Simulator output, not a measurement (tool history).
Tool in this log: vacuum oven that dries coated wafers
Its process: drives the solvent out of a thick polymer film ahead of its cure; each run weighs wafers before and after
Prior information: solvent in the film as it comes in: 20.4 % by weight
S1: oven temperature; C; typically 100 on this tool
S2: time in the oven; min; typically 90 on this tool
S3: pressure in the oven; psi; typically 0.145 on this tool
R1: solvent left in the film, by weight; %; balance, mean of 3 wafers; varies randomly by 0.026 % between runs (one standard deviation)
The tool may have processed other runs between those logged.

{"run": 1, "hour": 0.0, "S1": 100, "S2": 90, "S3": 0.145, "R1": 3.3}
{"run": 2, "hour": 25.0, "S1": 90, "S2": 90, "S3": 0.145, "R1": 5.67}
{"run": 3, "hour": 43.6, "S1": 100, "S2": 90, "S3": 0.145, "R1": 3.28}
{"run": 4, "hour": 71.2, "S1": 100, "S2": 90, "S3": 0.126, "R1": 3.22}
{"run": 5, "hour": 85.1, "S1": 100, "S2": 90, "S3": 0.126, "R1": 3.17}
{"run": 6, "hour": 109.2, "S1": 100, "S2": 79, "S3": 0.126, "R1": 3.86}
{"run": 7, "hour": 121.3, "S1": 100, "S2": 90, "S3": 0.145, "R1": 3.24}
{"run": 8, "hour": 138.0, "S1": 100, "S2": 90, "S3": 0.145, "R1": 3.27}
{"run": 9, "hour": 159.8, "S1": 100, "S2": 90, "S3": 0.145, "R1": 3.26}
{"run": 10, "hour": 180.2, "S1": 100, "S2": 90, "S3": 0.145, "R1": 3.24}
{"run": 11, "hour": 200.4, "S1": 100, "S2": 90, "S3": 0.145, "R1": 3.28}
{"run": 12, "hour": 218.3, "S1": 100, "S2": 90, "S3": 0.145, "R1": 3.26}
{"run": 13, "hour": 240.2, "S1": 100, "S2": 90, "S3": 0.145, "R1": 3.23}
{"run": 14, "hour": 267.1, "S1": 100, "S2": 90, "S3": 0.145, "R1": 3.24}
{"run": 15, "hour": 287.6, "S1": 89, "S2": 90, "S3": 0.145, "R1": 5.86}
{"run": 16, "hour": 302.4, "S1": 100, "S2": 90, "S3": 0.145, "R1": 3.21}
{"run": 17, "hour": 316.6, "S1": 100, "S2": 90, "S3": 0.145, "R1": 3.25}
{"run": 18, "hour": 342.5, "S1": 100, "S2": 90, "S3": 0.516, "R1": 4.65}
{"run": 19, "hour": 354.2, "S1": 100, "S2": 90, "S3": 0.145, "R1": 3.22}
{"run": 20, "hour": 371.7, "S1": 100, "S2": 90, "S3": 0.145, "R1": 3.2}
{"run": 21, "hour": 398.1, "S1": 100, "S2": 90, "S3": 0.145, "R1": 3.21}
{"run": 22, "hour": 424.1, "S1": 100, "S2": 90, "S3": 0.145, "R1": 3.22}
{"run": 23, "hour": 444.5, "S1": 87, "S2": 61, "S3": 0.133, "R1": 8.42}
{"run": 24, "hour": 470.9, "S1": 87, "S2": 61, "S3": 0.133, "R1": 8.44}
{"run": 25, "hour": 494.6, "S1": 100, "S2": 80, "S3": 0.073, "R1": 3.45}
{"run": 26, "hour": 507.5, "S1": 100, "S2": 150, "S3": 0.289, "R1": 2.14}
{"run": 27, "hour": 531.5, "S1": 110, "S2": 150, "S3": 0.289, "R1": 1.18}
{"run": 28, "hour": 553.4, "S1": 112, "S2": 137, "S3": 0.142, "R1": 0.73}
{"run": 29, "hour": 576.3, "S1": 112, "S2": 137, "S3": 0.142, "R1": 0.74}
{"run": 30, "hour": 604.9, "S1": 100, "S2": 72, "S3": 0.122, "R1": 4.19}
{"run": 31, "hour": 623.8, "S1": 100, "S2": 72, "S3": 0.122, "R1": 4.19}
{"run": 32, "hour": 640.8, "S1": 100, "S2": 72, "S3": 0.122, "R1": 4.15}
{"run": 33, "hour": 669.0, "S1": 90, "S2": 104, "S3": 0.553, "R1": 6.79}
{"run": 34, "hour": 689.3, "S1": 90, "S2": 104, "S3": 0.553, "R1": 6.81}
{"run": 35, "hour": 707.8, "S1": 106, "S2": 55, "S3": 0.145, "R1": 4.27}
{"run": 36, "hour": 731.6, "S1": 101, "S2": 75, "S3": 0.119, "R1": 3.68}
{"run": 37, "hour": 758.9, "S1": 101, "S2": 75, "S3": 0.119, "R1": 3.68}
{"run": 38, "hour": 779.3, "S1": 86, "S2": 90, "S3": 0.145, "R1": 6.54}
{"run": 39, "hour": 798.4, "S1": 93, "S2": 96, "S3": 0.148, "R1": 4.37}
{"run": 40, "hour": 824.8, "S1": 89, "S2": 158, "S3": 0.364, "R1": 4.3}
{"hour": 850.5, "done": "vacuum gauge cleaned of residue and calibrated"}
{"run": 41, "hour": 851.9, "S1": 89, "S2": 158, "S3": 0.364, "R1": 4.01}
{"run": 42, "hour": 864.6, "S1": 105, "S2": 54, "S3": 0.306, "R1": 4.88}
{"run": 43, "hour": 876.5, "S1": 105, "S2": 51, "S3": 0.154, "R1": 4.76}

Some steps in R1 between neighbouring runs. How much of each would the tool show without its hidden state too (settings, what came in, random variation), and how much is left for the hidden state, with any gauge scatter that isn't in both results?
The hidden state here: true wafer temperature over the reading, C; true pressure over the reading, kPa; drift of the gauge itself on solvent_pct, %.
Run 22 -> 23: S1 100 -> 87, S2 90 -> 61, S3 0.145 -> 0.133. R1 +5.20 %: hidden state -0.06, all else +5.26.
Run 24 -> 25: S1 87 -> 100, S2 61 -> 80, S3 0.133 -> 0.073. R1 -4.99 %: hidden state +0.03, all else -5.02.
Run 25 -> 26: S2 80 -> 150, S3 0.073 -> 0.289. R1 -1.31 %: hidden state +0.14, all else -1.45.
Run 29 -> 30: S1 112 -> 100, S2 137 -> 72, S3 0.142 -> 0.122. R1 +3.45 %: hidden state -0.27, all else +3.72.
Run 40 -> 41: vacuum gauge cleaned of residue and calibrated. R1 -0.29 %: hidden state -0.34, all else +0.05.
